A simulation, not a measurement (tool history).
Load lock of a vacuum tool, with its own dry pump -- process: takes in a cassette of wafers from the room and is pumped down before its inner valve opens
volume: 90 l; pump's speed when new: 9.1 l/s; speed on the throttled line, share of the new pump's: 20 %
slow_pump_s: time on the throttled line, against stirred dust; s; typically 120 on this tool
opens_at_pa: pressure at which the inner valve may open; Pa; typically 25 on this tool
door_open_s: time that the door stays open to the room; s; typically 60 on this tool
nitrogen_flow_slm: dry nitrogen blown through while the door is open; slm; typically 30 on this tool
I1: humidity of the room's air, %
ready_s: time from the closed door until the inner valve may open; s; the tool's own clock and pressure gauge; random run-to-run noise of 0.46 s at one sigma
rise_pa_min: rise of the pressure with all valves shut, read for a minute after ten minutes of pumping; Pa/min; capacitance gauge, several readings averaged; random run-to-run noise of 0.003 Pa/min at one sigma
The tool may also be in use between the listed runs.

Run 1, hour 0: usual settings; I1 43.3. Result: ready_s 178.9 s, rise_pa_min 0.072 Pa/min.
Run 2, hour 212.8: usual settings; I1 45.9. Result: ready_s 178.8 s, rise_pa_min 0.081 Pa/min.
Run 3, hour 497.6: usual settings; I1 48.1. Result: ready_s 179.4 s, rise_pa_min 0.08 Pa/min.
Run 4, hour 793.4: usual settings; I1 46. Result: ready_s 180.1 s, rise_pa_min 0.086 Pa/min.
Run 5, hour 1104.7: usual settings; I1 42.1. Result: ready_s 179.5 s, rise_pa_min 0.09 Pa/min.
Run 6, hour 1391.9: usual settings but door_open_s 97 s; I1 45.1. Result: ready_s 179.5 s, rise_pa_min 0.098 Pa/min.
Run 7, hour 1592.9: usual settings but door_open_s 97 s; I1 48.5. Result: ready_s 178.8 s, rise_pa_min 0.103 Pa/min.
Run 8, hour 1749.7: usual settings but door_open_s 40 s; I1 47.4. Result: ready_s 178.6 s, rise_pa_min 0.097 Pa/min.
Run 9, hour 1992.7: usual settings but door_open_s 40 s; I1 44.8. Result: ready_s 179.8 s, rise_pa_min 0.101 Pa/min.
Run 10, hour 2161.5: usual settings; I1 43. Result: ready_s 178.8 s, rise_pa_min 0.107 Pa/min.
Run 11, hour 2434.7: usual settings; I1 46.5. Result: ready_s 180.7 s, rise_pa_min 0.112 Pa/min.
Run 12, hour 2664.5: usual settings; I1 47.2. Result: ready_s 180.3 s, rise_pa_min 0.112 Pa/min.
Run 13, hour 2907.8: usual settings; I1 45.2. Result: ready_s 179.5 s, rise_pa_min 0.113 Pa/min.
Run 14, hour 3144.3: usual settings but nitrogen_flow_slm 17 slm; I1 42.6. Result: ready_s 180.5 s, rise_pa_min 0.12 Pa/min.
Run 15, hour 3289.5: usual settings; I1 42.2. Result: ready_s 179.5 s, rise_pa_min 0.121 Pa/min.
Run 16, hour 3526.2: usual settings; I1 46. Result: ready_s 180.2 s, rise_pa_min 0.12 Pa/min.
Run 17, hour 3740: usual settings but door_open_s 40 s; I1 44.5. Result: ready_s 179.9 s, rise_pa_min 0.124 Pa/min.
Run 18, hour 3869.6: usual settings but door_open_s 40 s; I1 44.9. Result: ready_s 180.8 s, rise_pa_min 0.131 Pa/min.
Run 19, hour 4175.9: usual settings but door_open_s 40 s; I1 44.6. Result: ready_s 179.8 s, rise_pa_min 0.137 Pa/min.
Run 20, hour 4385.7: usual settings but slow_pump_s 161 s; I1 44.6. Result: ready_s 213.4 s, rise_pa_min 0.136 Pa/min.
Run 21, hour 4638.8: usual settings but slow_pump_s 71 s, opens_at_pa 23 Pa; I1 43.8. Result: ready_s 142.6 s, rise_pa_min 0.143 Pa/min.
Run 22, hour 4808.7: usual settings but slow_pump_s 71 s, opens_at_pa 23 Pa; I1 44.3. Result: ready_s 142.8 s, rise_pa_min 0.149 Pa/min.
Run 23, hour 5102.1: usual settings but slow_pump_s 71 s, opens_at_pa 23 Pa; I1 46. Result: ready_s 143.2 s, rise_pa_min 0.153 Pa/min.
Run 24, hour 5263.8: usual settings but opens_at_pa 29 Pa, door_open_s 26 s; I1 46. Result: ready_s 178.7 s, rise_pa_min 0.155 Pa/min.
Run 25, hour 5474.3: usual settings but slow_pump_s 68 s, opens_at_pa 29 Pa, door_open_s 26 s; I1 44.3. Result: ready_s 138.3 s, rise_pa_min 0.154 Pa/min.
Run 26, hour 5653.1: usual settings but slow_pump_s 68 s, opens_at_pa 29 Pa, door_open_s 26 s; I1 42.8. Result: ready_s 138.4 s, rise_pa_min 0.16 Pa/min.
Run 27, hour 5806.4: usual settings but slow_pump_s 68 s, opens_at_pa 29 Pa, door_open_s 46 s, nitrogen_flow_slm 17 slm; I1 46.9. Result: ready_s 137.7 s, rise_pa_min 0.173 Pa/min.
Run 28, hour 5956.1: usual settings but slow_pump_s 68 s, opens_at_pa 29 Pa, door_open_s 46 s, nitrogen_flow_slm 17 slm; I1 44.1. Result: ready_s 138.3 s, rise_pa_min 0.168 Pa/min.
Run 29, hour 6152: usual settings but slow_pump_s 68 s, opens_at_pa 29 Pa, door_open_s 46 s, nitrogen_flow_slm 17 slm; I1 47.2. Result: ready_s 138.6 s, rise_pa_min 0.177 Pa/min.
Run 30, hour 6337.2: usual settings but slow_pump_s 204 s, opens_at_pa 18 Pa, door_open_s 33 s; I1 46.5. Result: ready_s 251.7 s, rise_pa_min 0.172 Pa/min.
Run 31, hour 6563.6: usual settings but slow_pump_s 204 s, opens_at_pa 18 Pa, door_open_s 33 s; I1 45.3. Result: ready_s 252 s, rise_pa_min 0.174 Pa/min.
Run 32, hour 6706.8: usual settings but opens_at_pa 18 Pa, door_open_s 182 s; I1 43.1. Result: ready_s 185.1 s, rise_pa_min 0.195 Pa/min.
Run 33, hour 6872.1: usual settings but slow_pump_s 117 s, opens_at_pa 44 Pa, door_open_s 26 s, nitrogen_flow_slm 32 slm; I1 43.5. Result: ready_s 172.5 s, rise_pa_min 0.189 Pa/min.
Run 34, hour 7011.2: usual settings but slow_pump_s 154 s, opens_at_pa 23 Pa; I1 43.6. Result: ready_s 209.4 s, rise_pa_min 0.19 Pa/min.
Run 35, hour 7149.2: usual settings but slow_pump_s 107 s, opens_at_pa 23 Pa; I1 46.9. Result: ready_s 172.4 s, rise_pa_min 0.19 Pa/min.
Run 36, hour 7447.8: usual settings but slow_pump_s 76 s, opens_at_pa 23 Pa, door_open_s 137 s; I1 45.6. Result: ready_s 147.4 s, rise_pa_min 0.205 Pa/min.
Run 37, hour 7689.1: usual settings but opens_at_pa 37 Pa, door_open_s 125 s; I1 44.3. Result: ready_s 178 s, rise_pa_min 0.21 Pa/min.

Pick out some run-to-run changes in ready_s. Of each, how much would a tool without hidden state show as well, from the settings, what came in and chance, and how much is left for the hidden state and any gauge scatter not in both results compared?
Unlogged tool condition in this case: pump's speed, % of a new pump's; leak at the door's seal, Pa l/s; drift of the gauge itself on ready_s, %; drift of the gauge itself on rise_pa_min, %.
Run 20 -> 21: slow_pump_s 161 -> 71, opens_at_pa 25 -> 23. ready_s -70.8 s: hidden state +0.7, all else -71.5.
Run 29 -> 30: slow_pump_s 68 -> 204, opens_at_pa 29 -> 18, door_open_s 46 -> 33, nitrogen_flow_slm 17 -> 30. ready_s +113.1 s: hidden state -0.7, all else +113.8.
Run 31 -> 32: slow_pump_s 204 -> 120, door_open_s 33 -> 182. ready_s -66.9 s: hidden state +0.6, all else -67.5.
